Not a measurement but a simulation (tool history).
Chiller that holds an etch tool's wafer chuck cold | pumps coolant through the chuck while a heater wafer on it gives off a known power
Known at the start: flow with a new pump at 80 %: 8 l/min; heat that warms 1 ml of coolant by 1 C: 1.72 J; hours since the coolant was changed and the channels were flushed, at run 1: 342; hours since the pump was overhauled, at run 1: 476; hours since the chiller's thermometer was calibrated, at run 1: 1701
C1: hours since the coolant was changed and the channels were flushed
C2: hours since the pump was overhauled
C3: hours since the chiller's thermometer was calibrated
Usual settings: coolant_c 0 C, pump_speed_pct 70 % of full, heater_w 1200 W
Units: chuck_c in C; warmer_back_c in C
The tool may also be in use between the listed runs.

{"run": 1, "hour": 0.0, "coolant_c": 0, "pump_speed_pct": 70, "heater_w": 1200, "C1": 342, "C2": 476, "C3": 1701, "chuck_c": 16.7, "warmer_back_c": 5.98}
{"run": 2, "hour": 35.5, "coolant_c": 0, "pump_speed_pct": 70, "heater_w": 690, "C1": 377, "C2": 512, "C3": 1737, "chuck_c": 9.6, "warmer_back_c": 3.45}
{"run": 3, "hour": 54.1, "coolant_c": 0, "pump_speed_pct": 70, "heater_w": 690, "C1": 396, "C2": 530, "C3": 1755, "chuck_c": 9.6, "warmer_back_c": 3.45}
{"run": 4, "hour": 76.9, "coolant_c": 0, "pump_speed_pct": 70, "heater_w": 690, "C1": 418, "C2": 553, "C3": 1778, "chuck_c": 9.7, "warmer_back_c": 3.43}
{"run": 5, "hour": 109.5, "coolant_c": 0, "pump_speed_pct": 70, "heater_w": 690, "C1": 451, "C2": 586, "C3": 1811, "chuck_c": 9.6, "warmer_back_c": 3.45}
{"run": 6, "hour": 129.8, "coolant_c": 0, "pump_speed_pct": 70, "heater_w": 690, "C1": 471, "C2": 606, "C3": 1831, "chuck_c": 9.6, "warmer_back_c": 3.39}
{"run": 7, "hour": 145.6, "coolant_c": 8, "pump_speed_pct": 70, "heater_w": 1200, "C1": 487, "C2": 622, "C3": 1847, "chuck_c": 24.5, "warmer_back_c": 6.01}
{"run": 8, "hour": 176.6, "coolant_c": 8, "pump_speed_pct": 70, "heater_w": 1200, "C1": 518, "C2": 653, "C3": 1878, "chuck_c": 24.8, "warmer_back_c": 5.97}
{"run": 9, "hour": 200.4, "coolant_c": 8, "pump_speed_pct": 70, "heater_w": 1237, "C1": 542, "C2": 677, "C3": 1902, "chuck_c": 25.3, "warmer_back_c": 6.24}
{"run": 10, "hour": 222.6, "coolant_c": 8, "pump_speed_pct": 70, "heater_w": 1237, "C1": 564, "C2": 699, "C3": 1924, "chuck_c": 25.3, "warmer_back_c": 6.19}
{"hour": 230.1, "done": "coolant pump overhauled"}
{"run": 11, "hour": 259.2, "coolant_c": 0, "pump_speed_pct": 70, "heater_w": 1200, "C1": 596, "C2": 29, "C3": 1956, "chuck_c": 16.7, "warmer_back_c": 6.17}
{"run": 12, "hour": 277.6, "coolant_c": 0, "pump_speed_pct": 70, "heater_w": 1200, "C1": 614, "C2": 47, "C3": 1974, "chuck_c": 16.7, "warmer_back_c": 6.1}
{"run": 13, "hour": 298.1, "coolant_c": 0, "pump_speed_pct": 70, "heater_w": 1200, "C1": 635, "C2": 68, "C3": 1994, "chuck_c": 16.9, "warmer_back_c": 6.12}
{"hour": 318.4, "done": "chiller's thermometer calibrated"}
{"run": 14, "hour": 321.1, "coolant_c": 0, "pump_speed_pct": 70, "heater_w": 1667, "C1": 657, "C2": 90, "C3": 3, "chuck_c": 23.0, "warmer_back_c": 8.42}
{"run": 15, "hour": 348.3, "coolant_c": 0, "pump_speed_pct": 87, "heater_w": 1667, "C1": 684, "C2": 117, "C3": 30, "chuck_c": 20.7, "warmer_back_c": 6.88}
{"run": 16, "hour": 377.0, "coolant_c": 0, "pump_speed_pct": 87, "heater_w": 1667, "C1": 713, "C2": 146, "C3": 59, "chuck_c": 20.8, "warmer_back_c": 6.85}
{"run": 17, "hour": 395.5, "coolant_c": 2, "pump_speed_pct": 99, "heater_w": 1514, "C1": 731, "C2": 164, "C3": 77, "chuck_c": 19.6, "warmer_back_c": 5.57}
{"run": 18, "hour": 418.5, "coolant_c": 6, "pump_speed_pct": 72, "heater_w": 814, "C1": 754, "C2": 187, "C3": 100, "chuck_c": 17.0, "warmer_back_c": 4.04}
{"hour": 435.9, "done": "coolant pump overhauled, once more"}
{"run": 19, "hour": 447.9, "coolant_c": 6, "pump_speed_pct": 72, "heater_w": 738, "C1": 778, "C2": 12, "C3": 125, "chuck_c": 16.0, "warmer_back_c": 3.54}
{"run": 20, "hour": 462.8, "coolant_c": 6, "pump_speed_pct": 72, "heater_w": 738, "C1": 793, "C2": 27, "C3": 139, "chuck_c": 15.9, "warmer_back_c": 3.51}
{"run": 21, "hour": 487.5, "coolant_c": 5, "pump_speed_pct": 72, "heater_w": 676, "C1": 818, "C2": 52, "C3": 164, "chuck_c": 14.2, "warmer_back_c": 3.26}
{"run": 22, "hour": 509.1, "coolant_c": 8, "pump_speed_pct": 71, "heater_w": 1200, "C1": 840, "C2": 73, "C3": 186, "chuck_c": 24.3, "warmer_back_c": 5.85}
{"run": 23, "hour": 543.3, "coolant_c": 8, "pump_speed_pct": 71, "heater_w": 1200, "C1": 874, "C2": 107, "C3": 220, "chuck_c": 24.4, "warmer_back_c": 5.85}
{"run": 24, "hour": 573.1, "coolant_c": 8, "pump_speed_pct": 62, "heater_w": 1201, "C1": 904, "C2": 137, "C3": 250, "chuck_c": 25.6, "warmer_back_c": 6.67}
{"run": 25, "hour": 597.8, "coolant_c": 8, "pump_speed_pct": 62, "heater_w": 1201, "C1": 928, "C2": 162, "C3": 274, "chuck_c": 25.5, "warmer_back_c": 6.67}
{"run": 26, "hour": 612.9, "coolant_c": -6, "pump_speed_pct": 71, "heater_w": 1163, "C1": 943, "C2": 177, "C3": 289, "chuck_c": 9.9, "warmer_back_c": 5.66}
{"run": 27, "hour": 639.5, "coolant_c": 3, "pump_speed_pct": 70, "heater_w": 1200, "C1": 970, "C2": 204, "C3": 316, "chuck_c": 19.5, "warmer_back_c": 5.93}
{"run": 28, "hour": 670.8, "coolant_c": 3, "pump_speed_pct": 70, "heater_w": 1200, "C1": 1001, "C2": 235, "C3": 347, "chuck_c": 19.4, "warmer_back_c": 5.94}
{"run": 29, "hour": 686.0, "coolant_c": 0, "pump_speed_pct": 89, "heater_w": 614, "C1": 1017, "C2": 250, "C3": 363, "chuck_c": 7.6, "warmer_back_c": 2.39}
{"run": 30, "hour": 711.5, "coolant_c": -8, "pump_speed_pct": 73, "heater_w": 739, "C1": 1042, "C2": 276, "C3": 388, "chuck_c": 1.9, "warmer_back_c": 3.51}
{"run": 31, "hour": 730.8, "coolant_c": -8, "pump_speed_pct": 73, "heater_w": 739, "C1": 1061, "C2": 295, "C3": 407, "chuck_c": 1.9, "warmer_back_c": 3.49}
{"run": 32, "hour": 758.5, "coolant_c": -8, "pump_speed_pct": 73, "heater_w": 739, "C1": 1089, "C2": 323, "C3": 435, "chuck_c": 2.0, "warmer_back_c": 3.48}

Measured less the same run without the tool's hidden state. The same run-to-run variation is in both; the gauge's scatter may not be:
The hidden state here: heat passed by the chuck's channels, % of clean ones'; flow at a given pump speed, % of a new pump's; coolant's true temperature over the reading, C; drift of the gauge itself on chuck_c, C; drift of the gauge itself on warmer_back_c, C.
run=1 chuck_c=+0.4 warmer_back_c=+0.07
run=2 chuck_c=+0.3 warmer_back_c=+0.05
run=3 chuck_c=+0.3 warmer_back_c=+0.04
run=4 chuck_c=+0.3 warmer_back_c=+0.05
run=5 chuck_c=+0.3 warmer_back_c=+0.05
run=6 chuck_c=+0.4 warmer_back_c=+0.04
run=7 chuck_c=+0.5 warmer_back_c=+0.09
run=8 chuck_c=+0.5 warmer_back_c=+0.09
run=9 chuck_c=+0.5 warmer_back_c=+0.09
run=10 chuck_c=+0.6 warmer_back_c=+0.10
run=11 chuck_c=+0.6 warmer_back_c=+0.15
run=12 chuck_c=+0.6 warmer_back_c=+0.16
run=13 chuck_c=+0.6 warmer_back_c=+0.16
run=14 chuck_c=+0.6 warmer_back_c=+0.22
run=15 chuck_c=+0.5 warmer_back_c=+0.19
run=16 chuck_c=+0.6 warmer_back_c=+0.19
run=17 chuck_c=+0.5 warmer_back_c=+0.15
run=18 chuck_c=+0.3 warmer_back_c=+0.11
run=19 chuck_c=+0.2 warmer_back_c=+0.00
run=20 chuck_c=+0.1 warmer_back_c=-0.01
run=21 chuck_c=+0.2 warmer_back_c=-0.01
run=22 chuck_c=+0.2 warmer_back_c=-0.01
run=23 chuck_c=+0.3 warmer_back_c=+0.00
run=24 chuck_c=+0.3 warmer_back_c=+0.00
run=25 chuck_c=+0.3 warmer_back_c=+0.00
run=26 chuck_c=+0.2 warmer_back_c=+0.00
run=27 chuck_c=+0.3 warmer_back_c=+0.00
run=28 chuck_c=+0.3 warmer_back_c=+0.01
run=29 chuck_c=+0.2 warmer_back_c=+0.00
run=30 chuck_c=+0.3 warmer_back_c=+0.00
run=31 chuck_c=+0.3 warmer_back_c=+0.00
run=32 chuck_c=+0.2 warmer_back_c=+0.01
